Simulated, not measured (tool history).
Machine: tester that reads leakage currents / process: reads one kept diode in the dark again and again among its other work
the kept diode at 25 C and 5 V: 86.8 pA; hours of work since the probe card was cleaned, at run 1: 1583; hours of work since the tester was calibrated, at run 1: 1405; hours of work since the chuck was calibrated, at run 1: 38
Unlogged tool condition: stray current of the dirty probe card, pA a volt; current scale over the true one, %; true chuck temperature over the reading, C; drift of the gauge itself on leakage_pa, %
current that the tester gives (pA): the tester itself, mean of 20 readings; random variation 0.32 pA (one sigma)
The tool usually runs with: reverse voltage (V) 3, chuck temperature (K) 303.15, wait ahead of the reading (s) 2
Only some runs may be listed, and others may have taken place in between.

run	hour	reverse voltage (V)	chuck temperature (K)	wait ahead of the reading (s)	hours of work since the probe card was cleaned	hours of work since the tester was calibrated	hours of work since the chuck was calibrated	current that the tester gives (pA)
1	0	3	303.15	2	1583	1405	38	110.36
2	43.1	3	303.15	2	1615	1437	70	109.48
3	90.2	3	306.15	2	1649	1471	104	136.91
4	143.2	3	303.15	2	1687	1509	143	108.84
5	187.4	3	303.15	2	1720	1542	175	107.56
6	221.7	3	298.15	2	1744	1566	200	73.67
7	249.1	3	298.15	2	1764	1586	219	73.43
8	290.5	3	298.15	2	1795	1617	250	73.04
# hour 329.9: probe card cleaned and baked
9	349.9	3	298.15	2	15	1658	291	64.59
10	382.7	3	298.15	2.21	38	1681	314	64.05
11	420.9	3	298.15	2.21	66	1709	342	63.95
12	464.9	3	298.15	2.21	98	1741	374	63.67
13	501.9	4.78	295.15	0.49	125	1768	401	62.08
14	539.2	1.77	303.15	2	152	1795	428	74.18
15	571.8	2.41	303.15	2	176	1819	452	85.6

5 ways to go on from here, each from the tool as it stands after run 15. What would each give?
A	616.1	3	303.15	0.66	208	1851	484	?
B	616.1	10.94	303.15	2	208	1851	484	?
C	616.1	1.1	306.15	1.3	208	1851	484	?
D	616.1	3	319.15	2	208	1851	484	?
E	616.1	11.4	316.15	1.37	208	1851	484	?

run	current that the tester gives (pA)
A	95.23
B	175.5
C	74.86
D	331.22
E	498.87
With the hidden condition removed and each run's random variation left untouched, the same runs would have given:
run	current that the tester gives (pA)
A	104.34
B	190.31
C	82.36
D	362.37
E	544.08

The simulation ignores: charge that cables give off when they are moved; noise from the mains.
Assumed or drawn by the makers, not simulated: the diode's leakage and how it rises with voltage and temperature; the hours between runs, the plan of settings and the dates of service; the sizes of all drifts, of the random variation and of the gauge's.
